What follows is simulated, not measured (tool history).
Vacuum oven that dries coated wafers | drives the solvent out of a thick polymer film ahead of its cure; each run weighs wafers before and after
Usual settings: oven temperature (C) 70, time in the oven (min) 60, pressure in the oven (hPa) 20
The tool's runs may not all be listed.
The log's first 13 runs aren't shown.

run	day	oven temperature (C)	time in the oven (min)	pressure in the oven (hPa)	solvent left in the film (%)
14	23.517	64	60	20	2.9
15	25.767	64	60	20	2.89
# day 27.279: vacuum gauge cleaned of residue and calibrated
16	27.746	70	39	20	2.89
17	29.517	70	39	20	2.89
18	30.912	70	39	20	2.97
19	32.671	70	39	20	2.89
20	34.133	70	39	20	2.93
21	36.362	70	39	20	2.95
22	37.854	70	55	20	1.95
23	40.275	70	55	20	2.01
24	41.817	70	55	20	2.05
25	44.121	66	35	50.6	5.79
26	46.475	66	35	50.6	5.67
27	48.942	55	76	50.6	6.93
28	50.812	74	53	20	1.6
29	53.183	74	53	20	1.63
30	54.325	74	85	16	0.99
31	55.612	74	85	16	0.92
32	57.042	61	43	61.4	7.12
33	59.267	61	43	61.4	7.27
34	61.067	61	43	61.4	7.23
35	62.658	64	60	26.6	3.33
36	63.888	70	95	24.3	1.61
37	65.462	70	95	24.3	1.64

Forecast run 38:
38	66.454	81	35	20	?

{"run 38": {"solvent left in the film (%)": 1.61}}
Without the tool's hidden state the same run would have given solvent left in the film (%) 1.48.
